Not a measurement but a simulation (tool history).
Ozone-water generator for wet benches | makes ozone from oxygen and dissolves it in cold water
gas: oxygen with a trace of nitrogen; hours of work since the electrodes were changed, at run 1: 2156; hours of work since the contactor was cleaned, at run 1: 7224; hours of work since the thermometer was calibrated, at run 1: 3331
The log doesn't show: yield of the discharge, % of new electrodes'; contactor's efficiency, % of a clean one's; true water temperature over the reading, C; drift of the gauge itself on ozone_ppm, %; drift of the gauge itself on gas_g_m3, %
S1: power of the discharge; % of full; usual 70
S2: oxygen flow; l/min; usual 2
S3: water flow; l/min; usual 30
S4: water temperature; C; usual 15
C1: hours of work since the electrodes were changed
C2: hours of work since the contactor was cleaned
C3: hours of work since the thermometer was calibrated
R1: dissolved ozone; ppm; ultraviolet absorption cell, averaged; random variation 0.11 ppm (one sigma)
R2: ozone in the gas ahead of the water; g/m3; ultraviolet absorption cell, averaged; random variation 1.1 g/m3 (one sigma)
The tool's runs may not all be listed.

Run 1, day 0: usual settings; C1 2156; C2 7224; C3 3331. Result: R1 8.3 ppm, R2 194.2 g/m3.
Run 2, day 2.121: usual settings; C1 2202; C2 7271; C3 3377. Result: R1 8.4 ppm, R2 195.6 g/m3.
Run 3, day 4.146: usual settings; C1 2247; C2 7315; C3 3422. Result: R1 8.4 ppm, R2 193.8 g/m3.
Run 4, day 7.017: usual settings; C1 2310; C2 7378; C3 3484. Result: R1 8.4 ppm, R2 192.9 g/m3.
Run 5, day 10.467: usual settings; C1 2385; C2 7454; C3 3560. Result: R1 8.5 ppm, R2 195.6 g/m3.
Run 6, day 14.471: usual settings but S2 2.24 l/min; C1 2473; C2 7542; C3 3648. Result: R1 8.7 ppm, R2 185.3 g/m3.
Run 7, day 17.15: usual settings but S2 2.24 l/min; C1 2532; C2 7600; C3 3707. Result: R1 8.6 ppm, R2 186.4 g/m3.
Run 8, day 18.858: usual settings but S2 2.24 l/min; C1 2569; C2 7638; C3 3744. Result: R1 8.7 ppm, R2 186 g/m3.
Run 9, day 21.779: usual settings but S2 1.34 l/min; C1 2633; C2 7702; C3 3808. Result: R1 6.8 ppm, R2 225.2 g/m3.
Run 10, day 24.629: usual settings but S2 1.34 l/min; C1 2696; C2 7765; C3 3871. Result: R1 6.7 ppm, R2 225.5 g/m3.
Run 11, day 27.312: usual settings but S2 1.34 l/min; C1 2755; C2 7823; C3 3930. Result: R1 6.6 ppm, R2 226.4 g/m3.
Run 12, day 31.021: usual settings; C1 2836; C2 7905; C3 4011. Result: R1 8.3 ppm, R2 193.9 g/m3.
Run 13, day 34.929: usual settings; C1 2922; C2 7991; C3 4097. Result: R1 8.3 ppm, R2 194.4 g/m3.
Run 14, day 37.967: usual settings but S4 12 C; C1 2989; C2 8057; C3 4164. Result: R1 8.5 ppm, R2 194.1 g/m3.
Run 15, day 41.921: usual settings; C1 3075; C2 8144; C3 4250. Result: R1 8.3 ppm, R2 195.1 g/m3.
Run 16, day 45.383: usual settings; C1 3151; C2 8220; C3 4326. Result: R1 8.2 ppm, R2 192.6 g/m3.
At day 48.067: water thermometer calibrated.
Run 17, day 48.858: usual settings; C1 3227; C2 8296; C3 17. Result: R1 8.2 ppm, R2 193.3 g/m3.
Run 18, day 52.271: usual settings but S1 41 % of full, S2 3.09 l/min, S3 43 l/min, S4 8 C; C1 3302; C2 8371; C3 92. Result: R1 5.3 ppm, R2 121.1 g/m3.
Run 19, day 54.833: usual settings but S1 60 % of full, S2 3.09 l/min, S3 31 l/min, S4 8 C; C1 3358; C2 8427; C3 148. Result: R1 9.1 ppm, R2 151.5 g/m3.
Run 20, day 57.533: usual settings but S1 69 % of full, S2 2.74 l/min, S3 31 l/min, S4 8 C; C1 3418; C2 8486; C3 208. Result: R1 9.5 ppm, R2 168.4 g/m3.
Run 21, day 60.325: usual settings but S1 69 % of full, S2 2.74 l/min, S3 31 l/min, S4 8 C; C1 3479; C2 8547; C3 269. Result: R1 9.3 ppm, R2 170.5 g/m3.
Run 22, day 62.717: usual settings but S2 2.31 l/min, S4 7 C; C1 3531; C2 8600; C3 321. Result: R1 9.3 ppm, R2 183.6 g/m3.
Run 23, day 64.817: usual settings but S1 63 % of full, S2 3.13 l/min, S3 42 l/min, S4 14 C; C1 3577; C2 8646; C3 367. Result: R1 6.9 ppm, R2 152.8 g/m3.
Run 24, day 67.675: usual settings but S1 63 % of full, S2 3.13 l/min, S3 42 l/min; C1 3640; C2 8709; C3 430. Result: R1 6.9 ppm, R2 155.3 g/m3.
Run 25, day 70.888: usual settings but S1 63 % of full, S2 3.13 l/min, S3 42 l/min; C1 3711; C2 8779; C3 501. Result: R1 6.8 ppm, R2 153.7 g/m3.
Run 26, day 73.854: usual settings but S1 63 % of full, S2 3.13 l/min, S3 33 l/min, S4 23 C; C1 3776; C2 8844; C3 566. Result: R1 8.2 ppm, R2 153.8 g/m3.
Run 27, day 76.112: usual settings but S1 41 % of full, S2 2.41 l/min, S3 31 l/min, S4 11 C; C1 3825; C2 8894; C3 615. Result: R1 6.6 ppm, R2 133.1 g/m3.
Run 28, day 78.321: usual settings but S2 2.41 l/min, S3 31 l/min, S4 18 C; C1 3874; C2 8942; C3 664. Result: R1 8.5 ppm, R2 180.7 g/m3.
Run 29, day 81.75: usual settings but S2 2.41 l/min, S3 31 l/min, S4 18 C; C1 3949; C2 9017; C3 739. Result: R1 8.7 ppm, R2 180.4 g/m3.
Run 30, day 85.746: usual settings but S1 41 % of full; C1 4037; C2 9105; C3 827. Result: R1 6.1 ppm, R2 144.1 g/m3.
Run 31, day 88.708: usual settings but S1 42 % of full, S2 1.65 l/min; C1 4102; C2 9170; C3 892. Result: R1 5.8 ppm, R2 157.2 g/m3.
Run 32, day 92.5: usual settings but S1 92 % of full, S2 1.18 l/min, S3 33 l/min, S4 9 C; C1 4185; C2 9253; C3 975. Result: R1 6.8 ppm, R2 279.9 g/m3.

Hidden state at the last listed run before each entry between runs and at the first one after, where it differs:
Between runs 16 and 17: water thermometer calibrated (day 48.067)
  no hidden state differs between the two runs

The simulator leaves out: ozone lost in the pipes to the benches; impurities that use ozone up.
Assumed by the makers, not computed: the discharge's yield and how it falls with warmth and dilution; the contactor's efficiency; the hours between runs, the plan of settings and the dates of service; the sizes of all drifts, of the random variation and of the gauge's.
